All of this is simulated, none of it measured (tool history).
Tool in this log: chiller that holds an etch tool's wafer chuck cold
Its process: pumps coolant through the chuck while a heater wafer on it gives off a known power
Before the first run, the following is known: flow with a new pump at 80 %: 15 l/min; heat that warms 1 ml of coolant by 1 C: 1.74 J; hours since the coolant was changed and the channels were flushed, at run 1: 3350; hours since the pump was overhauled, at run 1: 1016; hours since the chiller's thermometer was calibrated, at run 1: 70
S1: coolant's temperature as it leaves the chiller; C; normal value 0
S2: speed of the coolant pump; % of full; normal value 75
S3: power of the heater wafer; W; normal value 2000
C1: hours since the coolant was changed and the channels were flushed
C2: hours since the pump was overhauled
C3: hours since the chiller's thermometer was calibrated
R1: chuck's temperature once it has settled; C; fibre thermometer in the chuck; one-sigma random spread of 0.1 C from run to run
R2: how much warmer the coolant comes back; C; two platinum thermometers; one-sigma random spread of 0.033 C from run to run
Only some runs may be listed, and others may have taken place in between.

{"run": 1, "hour": 0.0, "S1": 0, "S2": 75, "S3": 2000, "C1": 3350, "C2": 1016, "C3": 70, "R1": 19.1, "R2": 4.92}
{"run": 2, "hour": 14.4, "S1": 0, "S2": 75, "S3": 2000, "C1": 3364, "C2": 1030, "C3": 85, "R1": 19.0, "R2": 4.9}
{"run": 3, "hour": 41.1, "S1": 0, "S2": 75, "S3": 2000, "C1": 3391, "C2": 1057, "C3": 111, "R1": 19.0, "R2": 4.94}
{"run": 4, "hour": 60.7, "S1": 0, "S2": 75, "S3": 1428, "C1": 3410, "C2": 1076, "C3": 131, "R1": 13.5, "R2": 3.46}
{"run": 5, "hour": 89.4, "S1": 0, "S2": 75, "S3": 1428, "C1": 3439, "C2": 1105, "C3": 160, "R1": 13.8, "R2": 3.46}
{"run": 6, "hour": 106.9, "S1": 0, "S2": 75, "S3": 1428, "C1": 3457, "C2": 1123, "C3": 177, "R1": 13.5, "R2": 3.44}
{"run": 7, "hour": 122.2, "S1": 0, "S2": 65, "S3": 2000, "C1": 3472, "C2": 1138, "C3": 192, "R1": 20.9, "R2": 5.63}
{"run": 8, "hour": 151.3, "S1": 0, "S2": 65, "S3": 2000, "C1": 3501, "C2": 1167, "C3": 222, "R1": 20.8, "R2": 5.61}
{"run": 9, "hour": 171.4, "S1": 8, "S2": 75, "S3": 2000, "C1": 3521, "C2": 1187, "C3": 242, "R1": 26.9, "R2": 4.76}
{"run": 10, "hour": 191.3, "S1": 8, "S2": 75, "S3": 2814, "C1": 3541, "C2": 1207, "C3": 262, "R1": 34.8, "R2": 6.79}
{"run": 11, "hour": 223.7, "S1": 8, "S2": 75, "S3": 2814, "C1": 3574, "C2": 1239, "C3": 294, "R1": 34.9, "R2": 6.74}
{"run": 12, "hour": 252.7, "S1": 8, "S2": 75, "S3": 2814, "C1": 3603, "C2": 1268, "C3": 323, "R1": 34.5, "R2": 6.72}
{"run": 13, "hour": 273.2, "S1": 8, "S2": 75, "S3": 2814, "C1": 3623, "C2": 1289, "C3": 343, "R1": 34.8, "R2": 6.72}
{"run": 14, "hour": 294.1, "S1": 8, "S2": 75, "S3": 1769, "C1": 3644, "C2": 1310, "C3": 364, "R1": 24.5, "R2": 4.12}
{"run": 15, "hour": 316.7, "S1": 8, "S2": 75, "S3": 1769, "C1": 3666, "C2": 1332, "C3": 387, "R1": 24.7, "R2": 4.17}
{"run": 16, "hour": 342.5, "S1": 8, "S2": 75, "S3": 1769, "C1": 3692, "C2": 1358, "C3": 413, "R1": 24.8, "R2": 4.09}
{"run": 17, "hour": 373.1, "S1": 7, "S2": 75, "S3": 2000, "C1": 3723, "C2": 1389, "C3": 443, "R1": 26.0, "R2": 4.65}
{"run": 18, "hour": 392.3, "S1": 6, "S2": 75, "S3": 1620, "C1": 3742, "C2": 1408, "C3": 463, "R1": 21.4, "R2": 3.71}
{"run": 19, "hour": 422.8, "S1": -1, "S2": 88, "S3": 1620, "C1": 3773, "C2": 1438, "C3": 493, "R1": 12.9, "R2": 3.06}
{"run": 20, "hour": 453.3, "S1": 0, "S2": 84, "S3": 1183, "C1": 3803, "C2": 1469, "C3": 524, "R1": 10.4, "R2": 2.23}
{"run": 21, "hour": 482.4, "S1": -9, "S2": 75, "S3": 2000, "C1": 3832, "C2": 1498, "C3": 553, "R1": 10.1, "R2": 4.52}
{"run": 22, "hour": 512.0, "S1": -9, "S2": 75, "S3": 2000, "C1": 3862, "C2": 1528, "C3": 582, "R1": 10.0, "R2": 4.55}
{"run": 23, "hour": 534.5, "S1": -2, "S2": 82, "S3": 2000, "C1": 3884, "C2": 1550, "C3": 605, "R1": 15.9, "R2": 4.11}
{"run": 24, "hour": 549.3, "S1": 5, "S2": 97, "S3": 2000, "C1": 3899, "C2": 1565, "C3": 620, "R1": 20.9, "R2": 3.42}
{"hour": 567.9, "done": "gauge calibrated"}
{"run": 25, "hour": 576.0, "S1": 5, "S2": 97, "S3": 2000, "C1": 3926, "C2": 1592, "C3": 646, "R1": 21.0, "R2": 3.73}
{"run": 26, "hour": 594.9, "S1": 0, "S2": 63, "S3": 2000, "C1": 3945, "C2": 1611, "C3": 665, "R1": 21.4, "R2": 5.82}
{"run": 27, "hour": 623.7, "S1": 3, "S2": 84, "S3": 2000, "C1": 3973, "C2": 1639, "C3": 694, "R1": 20.8, "R2": 4.34}
{"run": 28, "hour": 648.1, "S1": 1, "S2": 74, "S3": 2000, "C1": 3998, "C2": 1664, "C3": 718, "R1": 20.1, "R2": 4.89}
{"run": 29, "hour": 677.2, "S1": 10, "S2": 63, "S3": 2111, "C1": 4027, "C2": 1693, "C3": 747, "R1": 32.5, "R2": 6.13}
{"run": 30, "hour": 700.7, "S1": -7, "S2": 63, "S3": 2663, "C1": 4050, "C2": 1716, "C3": 771, "R1": 21.5, "R2": 7.75}
{"run": 31, "hour": 715.2, "S1": -7, "S2": 63, "S3": 2663, "C1": 4065, "C2": 1731, "C3": 785, "R1": 21.5, "R2": 7.74}
{"run": 32, "hour": 745.2, "S1": 2, "S2": 85, "S3": 2000, "C1": 4095, "C2": 1761, "C3": 815, "R1": 19.4, "R2": 4.18}
{"run": 33, "hour": 776.8, "S1": -4, "S2": 85, "S3": 1497, "C1": 4127, "C2": 1792, "C3": 847, "R1": 9.1, "R2": 3.08}

Below, some changes in R2 between adjacent runs. For each, the amount present without the hidden state too (settings, incoming material, random variation) and the amount remaining for the hidden state with gauge scatter not shared by both compared results:
Unlogged tool condition in this case: heat passed by the chuck's channels, % of clean ones'; flow at a given pump speed, % of a new pump's; coolant's true temperature over the reading, C; drift of the gauge itself on chuck_c, C; drift of the gauge itself on warmer_back_c, C.
Run 3 -> 4: S3 2000 -> 1428. R2 -1.48 C: hidden state -0.03, all else -1.45.
Run 7 -> 8: no setting changed, nothing entered. R2 -0.02 C: hidden state -0.03, all else +0.01.
Run 13 -> 14: S3 2814 -> 1769. R2 -2.60 C: hidden state -0.01, all else -2.59.
Run 20 -> 21: S1 0 -> -9, S2 84 -> 75, S3 1183 -> 2000. R2 +2.29 C: hidden state -0.02, all else +2.31.
Run 24 -> 25: gauge calibrated. R2 +0.31 C: hidden state +0.39, all else -0.08.
Run 31 -> 32: S1 -7 -> 2, S2 63 -> 85, S3 2663 -> 2000. R2 -3.56 C: hidden state -0.02, all else -3.54.

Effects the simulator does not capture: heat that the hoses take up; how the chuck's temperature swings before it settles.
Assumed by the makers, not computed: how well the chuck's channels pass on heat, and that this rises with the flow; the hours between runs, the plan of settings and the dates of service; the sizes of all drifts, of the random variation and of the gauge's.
